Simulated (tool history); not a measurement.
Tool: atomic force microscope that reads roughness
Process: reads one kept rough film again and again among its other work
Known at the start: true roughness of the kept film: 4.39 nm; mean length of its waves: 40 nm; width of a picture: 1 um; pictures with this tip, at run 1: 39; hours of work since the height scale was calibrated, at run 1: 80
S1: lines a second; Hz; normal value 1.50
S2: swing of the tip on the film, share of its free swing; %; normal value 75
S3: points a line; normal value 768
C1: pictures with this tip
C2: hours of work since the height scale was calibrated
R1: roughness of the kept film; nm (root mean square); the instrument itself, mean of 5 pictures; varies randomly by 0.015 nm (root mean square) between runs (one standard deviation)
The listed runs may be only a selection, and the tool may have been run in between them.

{"run": 1, "hour": 0.0, "S1": 1.5, "S2": 75, "S3": 768, "C1": 39, "C2": 80, "R1": 3.283}
{"run": 2, "hour": 9.2, "S1": 1.5, "S2": 75, "S3": 768, "C1": 53, "C2": 87, "R1": 3.226}
{"run": 3, "hour": 24.8, "S1": 1.5, "S2": 75, "S3": 768, "C1": 78, "C2": 99, "R1": 3.107}
{"run": 4, "hour": 33.9, "S1": 1.5, "S2": 75, "S3": 768, "C1": 93, "C2": 107, "R1": 3.026}
{"run": 5, "hour": 43.0, "S1": 1.5, "S2": 75, "S3": 768, "C1": 107, "C2": 114, "R1": 2.999}
{"run": 6, "hour": 57.9, "S1": 1.5, "S2": 75, "S3": 768, "C1": 131, "C2": 125, "R1": 2.912}
{"hour": 69.3, "done": "new tip fitted"}
{"run": 7, "hour": 74.4, "S1": 1.5, "S2": 79, "S3": 768, "C1": 8, "C2": 138, "R1": 3.375}
{"run": 8, "hour": 85.9, "S1": 1.5, "S2": 89, "S3": 768, "C1": 26, "C2": 147, "R1": 3.014}
{"run": 9, "hour": 93.8, "S1": 1.5, "S2": 89, "S3": 768, "C1": 39, "C2": 153, "R1": 2.981}
{"run": 10, "hour": 109.5, "S1": 1.5, "S2": 88, "S3": 768, "C1": 64, "C2": 166, "R1": 2.881}
{"run": 11, "hour": 116.7, "S1": 1.5, "S2": 88, "S3": 768, "C1": 76, "C2": 171, "R1": 2.838}
{"run": 12, "hour": 125.7, "S1": 1.5, "S2": 75, "S3": 768, "C1": 90, "C2": 178, "R1": 3.041}
{"run": 13, "hour": 137.0, "S1": 1.86, "S2": 75, "S3": 768, "C1": 108, "C2": 187, "R1": 2.892}
{"run": 14, "hour": 153.8, "S1": 1.86, "S2": 75, "S3": 768, "C1": 135, "C2": 201, "R1": 2.77}
{"hour": 162.9, "done": "new tip fitted"}
{"run": 15, "hour": 167.0, "S1": 1.86, "S2": 80, "S3": 768, "C1": 6, "C2": 211, "R1": 3.254}
{"run": 16, "hour": 176.9, "S1": 1.86, "S2": 80, "S3": 768, "C1": 22, "C2": 218, "R1": 3.135}
{"run": 17, "hour": 186.8, "S1": 1.5, "S2": 75, "S3": 768, "C1": 38, "C2": 226, "R1": 3.301}
{"run": 18, "hour": 200.3, "S1": 1.5, "S2": 75, "S3": 768, "C1": 60, "C2": 237, "R1": 3.189}
{"run": 19, "hour": 213.1, "S1": 1.45, "S2": 75, "S3": 768, "C1": 80, "C2": 247, "R1": 3.094}
{"run": 20, "hour": 222.2, "S1": 0.72, "S2": 75, "S3": 768, "C1": 95, "C2": 254, "R1": 3.186}
{"run": 21, "hour": 232.8, "S1": 0.72, "S2": 75, "S3": 768, "C1": 111, "C2": 262, "R1": 3.155}
{"run": 22, "hour": 247.7, "S1": 1.5, "S2": 69, "S3": 768, "C1": 135, "C2": 274, "R1": 2.933}
{"run": 23, "hour": 255.1, "S1": 1.5, "S2": 69, "S3": 768, "C1": 147, "C2": 280, "R1": 2.877}
{"hour": 256.9, "done": "new tip fitted"}
{"run": 24, "hour": 267.4, "S1": 1.5, "S2": 69, "S3": 768, "C1": 17, "C2": 289, "R1": 3.532}
{"run": 25, "hour": 281.4, "S1": 1.5, "S2": 75, "S3": 768, "C1": 39, "C2": 300, "R1": 3.328}
{"run": 26, "hour": 297.2, "S1": 1.5, "S2": 75, "S3": 768, "C1": 65, "C2": 313, "R1": 3.187}
{"run": 27, "hour": 311.5, "S1": 1.5, "S2": 75, "S3": 768, "C1": 87, "C2": 324, "R1": 3.09}
{"run": 28, "hour": 318.8, "S1": 1.25, "S2": 75, "S3": 662, "C1": 99, "C2": 330, "R1": 3.084}
{"run": 29, "hour": 325.6, "S1": 1.25, "S2": 75, "S3": 662, "C1": 110, "C2": 335, "R1": 3.02}
{"run": 30, "hour": 340.8, "S1": 0.68, "S2": 55, "S3": 811, "C1": 134, "C2": 347, "R1": 3.195}
{"hour": 350.3, "done": "new tip fitted"}
{"run": 31, "hour": 352.2, "S1": 2.61, "S2": 64, "S3": 258, "C1": 3, "C2": 356, "R1": 3.49}
{"run": 32, "hour": 364.3, "S1": 1.24, "S2": 64, "S3": 258, "C1": 22, "C2": 365, "R1": 3.619}
{"run": 33, "hour": 372.0, "S1": 1.24, "S2": 64, "S3": 258, "C1": 35, "C2": 371, "R1": 3.504}
{"run": 34, "hour": 385.9, "S1": 3.41, "S2": 83, "S3": 298, "C1": 57, "C2": 382, "R1": 2.508}
{"run": 35, "hour": 395.1, "S1": 0.74, "S2": 78, "S3": 658, "C1": 72, "C2": 390, "R1": 3.28}
{"run": 36, "hour": 407.9, "S1": 1.95, "S2": 81, "S3": 658, "C1": 92, "C2": 400, "R1": 2.809}
{"run": 37, "hour": 419.3, "S1": 1.5, "S2": 89, "S3": 768, "C1": 110, "C2": 409, "R1": 2.659}
{"run": 38, "hour": 426.9, "S1": 1.5, "S2": 89, "S3": 768, "C1": 122, "C2": 415, "R1": 2.615}
{"run": 39, "hour": 433.7, "S1": 0.96, "S2": 67, "S3": 835, "C1": 133, "C2": 420, "R1": 3.062}
{"run": 40, "hour": 440.9, "S1": 0.6, "S2": 77, "S3": 768, "C1": 145, "C2": 426, "R1": 3.031}
{"hour": 443.7, "done": "new tip fitted"}
{"run": 41, "hour": 452.3, "S1": 3.41, "S2": 90, "S3": 431, "C1": 14, "C2": 434, "R1": 2.412}
{"run": 42, "hour": 469.2, "S1": 2.43, "S2": 75, "S3": 645, "C1": 41, "C2": 448, "R1": 3.045}
{"run": 43, "hour": 478.9, "S1": 0.61, "S2": 68, "S3": 651, "C1": 57, "C2": 455, "R1": 3.486}
{"run": 44, "hour": 495.6, "S1": 1.5, "S2": 67, "S3": 651, "C1": 83, "C2": 468, "R1": 3.187}
{"run": 45, "hour": 510.6, "S1": 1.08, "S2": 62, "S3": 285, "C1": 108, "C2": 480, "R1": 3.135}
{"run": 46, "hour": 524.0, "S1": 3.42, "S2": 73, "S3": 802, "C1": 129, "C2": 491, "R1": 2.56}
{"hour": 536.3, "done": "new tip fitted"}
{"run": 47, "hour": 536.3, "S1": 3.42, "S2": 73, "S3": 802, "C1": 0, "C2": 500, "R1": 3.129}
{"run": 48, "hour": 547.0, "S1": 1.89, "S2": 61, "S3": 277, "C1": 17, "C2": 508, "R1": 3.556}
{"run": 49, "hour": 563.3, "S1": 1.32, "S2": 73, "S3": 300, "C1": 43, "C2": 521, "R1": 3.343}

What if the next run were any one of these 3? Each begins from the tool's condition after run 49:
{"run": "A", "hour": 578.7, "S1": 2.71, "S2": 57, "S3": 347, "C1": 68, "C2": 533, "R1": "?"}
{"run": "B", "hour": 578.7, "S1": 1.32, "S2": 73, "S3": 844, "C1": 68, "C2": 533, "R1": "?"}
{"run": "C", "hour": 578.7, "S1": 1.92, "S2": 64, "S3": 721, "C1": 68, "C2": 533, "R1": "?"}

run=A R1=3.281
run=B R1=3.195
run=C R1=3.257
Stripped of hidden state, with their random variation kept, the same runs would have yielded:
run=A R1=3.676
run=B R1=3.580
run=C R1=3.648

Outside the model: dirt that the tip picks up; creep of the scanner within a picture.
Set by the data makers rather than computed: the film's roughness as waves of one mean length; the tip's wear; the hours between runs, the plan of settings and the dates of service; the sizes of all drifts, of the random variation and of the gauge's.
